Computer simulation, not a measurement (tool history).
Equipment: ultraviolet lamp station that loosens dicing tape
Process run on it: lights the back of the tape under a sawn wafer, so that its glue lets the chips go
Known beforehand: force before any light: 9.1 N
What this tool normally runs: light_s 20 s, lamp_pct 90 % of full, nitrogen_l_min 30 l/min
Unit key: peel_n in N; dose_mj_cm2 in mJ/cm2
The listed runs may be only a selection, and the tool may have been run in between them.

run 1 hour=0.0 | light_s=20 lamp_pct=90 nitrogen_l_min=30 | peel_n=1.127 dose_mj_cm2=310
run 2 hour=35.6 | light_s=25 lamp_pct=90 nitrogen_l_min=30 | peel_n=0.763 dose_mj_cm2=377
run 3 hour=55.8 | light_s=25 lamp_pct=90 nitrogen_l_min=30 | peel_n=0.742 dose_mj_cm2=379
run 4 hour=86.4 | light_s=37 lamp_pct=90 nitrogen_l_min=30 | peel_n=0.309 dose_mj_cm2=547
run 5 hour=118.9 | light_s=37 lamp_pct=90 nitrogen_l_min=30 | peel_n=0.307 dose_mj_cm2=539
run 6 hour=135.9 | light_s=20 lamp_pct=90 nitrogen_l_min=30 | peel_n=1.279 dose_mj_cm2=288
run 7 hour=165.2 | light_s=20 lamp_pct=90 nitrogen_l_min=30 | peel_n=1.284 dose_mj_cm2=281
run 8 hour=183.7 | light_s=20 lamp_pct=90 nitrogen_l_min=30 | peel_n=1.337 dose_mj_cm2=282
run 9 hour=217.3 | light_s=20 lamp_pct=90 nitrogen_l_min=30 | peel_n=1.558 dose_mj_cm2=258
run 10 hour=239.4 | light_s=20 lamp_pct=90 nitrogen_l_min=30 | peel_n=1.565 dose_mj_cm2=255
run 11 hour=258.8 | light_s=20 lamp_pct=90 nitrogen_l_min=30 | peel_n=1.552 dose_mj_cm2=249
run 12 hour=276.4 | light_s=20 lamp_pct=90 nitrogen_l_min=30 | peel_n=1.679 dose_mj_cm2=257
run 13 hour=306.9 | light_s=11 lamp_pct=90 nitrogen_l_min=30 | peel_n=3.137 dose_mj_cm2=155
run 14 hour=342.1 | light_s=20 lamp_pct=90 nitrogen_l_min=30 | peel_n=1.395 dose_mj_cm2=280
run 15 hour=370.5 | light_s=20 lamp_pct=90 nitrogen_l_min=30 | peel_n=1.417 dose_mj_cm2=273
run 16 hour=391.4 | light_s=20 lamp_pct=90 nitrogen_l_min=30 | peel_n=1.408 dose_mj_cm2=264
run 17 hour=421.1 | light_s=20 lamp_pct=90 nitrogen_l_min=38 | peel_n=1.393 dose_mj_cm2=259
run 18 hour=454.2 | light_s=20 lamp_pct=90 nitrogen_l_min=30 | peel_n=1.497 dose_mj_cm2=261
run 19 hour=474.5 | light_s=20 lamp_pct=90 nitrogen_l_min=30 | peel_n=1.538 dose_mj_cm2=253
run 20 hour=497.8 | light_s=20 lamp_pct=90 nitrogen_l_min=30 | peel_n=1.676 dose_mj_cm2=249
run 21 hour=522.6 | light_s=20 lamp_pct=90 nitrogen_l_min=24 | peel_n=1.815 dose_mj_cm2=250
run 22 hour=551.2 | light_s=20 lamp_pct=90 nitrogen_l_min=24 | peel_n=0.792 dose_mj_cm2=385
run 23 hour=586.1 | light_s=33 lamp_pct=65 nitrogen_l_min=14 | peel_n=0.707 dose_mj_cm2=452
run 24 hour=604.2 | light_s=33 lamp_pct=65 nitrogen_l_min=14 | peel_n=0.741 dose_mj_cm2=441
run 25 hour=620.8 | light_s=13 lamp_pct=65 nitrogen_l_min=11 | peel_n=3.527 dose_mj_cm2=172
run 26 hour=636.1 | light_s=35 lamp_pct=90 nitrogen_l_min=50 | peel_n=0.185 dose_mj_cm2=637
run 27 hour=671.3 | light_s=35 lamp_pct=90 nitrogen_l_min=50 | peel_n=0.191 dose_mj_cm2=630
run 28 hour=698.6 | light_s=13 lamp_pct=90 nitrogen_l_min=34 | peel_n=1.652 dose_mj_cm2=243
run 29 hour=730.5 | light_s=33 lamp_pct=90 nitrogen_l_min=11 | peel_n=0.385 dose_mj_cm2=615
run 30 hour=764.9 | light_s=33 lamp_pct=90 nitrogen_l_min=11 | peel_n=0.398 dose_mj_cm2=599
run 31 hour=794.4 | light_s=33 lamp_pct=90 nitrogen_l_min=11 | peel_n=0.426 dose_mj_cm2=591
run 32 hour=815.7 | light_s=20 lamp_pct=77 nitrogen_l_min=30 | peel_n=1.117 dose_mj_cm2=303
run 33 hour=845.1 | light_s=16 lamp_pct=61 nitrogen_l_min=22 | peel_n=2.594 dose_mj_cm2=193
run 34 hour=860.9 | light_s=39 lamp_pct=90 nitrogen_l_min=30 | peel_n=0.184 dose_mj_cm2=683
run 35 hour=892.8 | light_s=40 lamp_pct=90 nitrogen_l_min=58 | peel_n=0.162 dose_mj_cm2=686
run 36 hour=925.2 | light_s=24 lamp_pct=82 nitrogen_l_min=58 | peel_n=0.619 dose_mj_cm2=369
run 37 hour=940.0 | light_s=29 lamp_pct=87 nitrogen_l_min=14 | peel_n=0.664 dose_mj_cm2=473
run 38 hour=959.6 | light_s=29 lamp_pct=87 nitrogen_l_min=14 | peel_n=0.660 dose_mj_cm2=467
run 39 hour=993.3 | light_s=29 lamp_pct=87 nitrogen_l_min=14 | peel_n=0.701 dose_mj_cm2=450
run 40 hour=1012.2 | light_s=10 lamp_pct=88 nitrogen_l_min=30 | peel_n=3.047 dose_mj_cm2=153
run 41 hour=1043.6 | light_s=35 lamp_pct=71 nitrogen_l_min=11 | peel_n=0.885 dose_mj_cm2=434
run 42 hour=1059.6 | light_s=13 lamp_pct=90 nitrogen_l_min=11 | peel_n=3.008 dose_mj_cm2=201
run 43 hour=1095.9 | light_s=20 lamp_pct=75 nitrogen_l_min=53 | peel_n=1.186 dose_mj_cm2=274

Removed from this log: 5 entries logged between the listed runs. Between which two listed runs does each belong, and how does the tool's hidden state at the listed run before it compare with that at the listed run after it?
Logged between run 8 and run 9: window cleaned of glue's vapour (hour 193.0)
  lamp's light, % of a new lamp's: 72.6 -> 71.6; light that the window lets through, % of a clean one's: 93.1 -> 87.7
  difference, measured minus the result without the unlogged condition, peel_n: +0.752 -> +0.952 N; dose_mj_cm2: -134 -> -154 mJ/cm2
Logged between run 12 and run 13: window cleaned of glue's vapour, once more (hour 291.0)
  lamp's light, % of a new lamp's: 69.9 -> 68.8; light that the window lets through, % of a clean one's: 86.7 -> 99.5
  difference, measured minus the result without the unlogged condition, peel_n: +1.064 -> +1.205 N; dose_mj_cm2: -164 -> -71 mJ/cm2
Logged between run 21 and run 22: lamp changed (hour 536.5)
  lamp's light, % of a new lamp's: 62.3 -> 97.1; light that the window lets through, % of a clean one's: 95.9 -> 95.5
  difference, measured minus the result without the unlogged condition, peel_n: +1.149 -> +0.125 N; dose_mj_cm2: -168 -> -30 mJ/cm2
Logged between run 27 and run 28: window cleaned of glue's vapour (hour 680.1)
  lamp's light, % of a new lamp's: 93.3 -> 92.5; light that the window lets through, % of a clean one's: 93.5 -> 99.2
  difference, measured minus the result without the unlogged condition, peel_n: +0.036 -> +0.227 N; dose_mj_cm2: -92 -> -22 mJ/cm2
Logged between run 42 and run 43: window cleaned of glue's vapour (hour 1067.9)
  lamp's light, % of a new lamp's: 81.3 -> 80.1; light that the window lets through, % of a clean one's: 93.2 -> 99.3
  difference, measured minus the result without the unlogged condition, peel_n: +0.898 -> +0.449 N; dose_mj_cm2: -65 -> -70 mJ/cm2

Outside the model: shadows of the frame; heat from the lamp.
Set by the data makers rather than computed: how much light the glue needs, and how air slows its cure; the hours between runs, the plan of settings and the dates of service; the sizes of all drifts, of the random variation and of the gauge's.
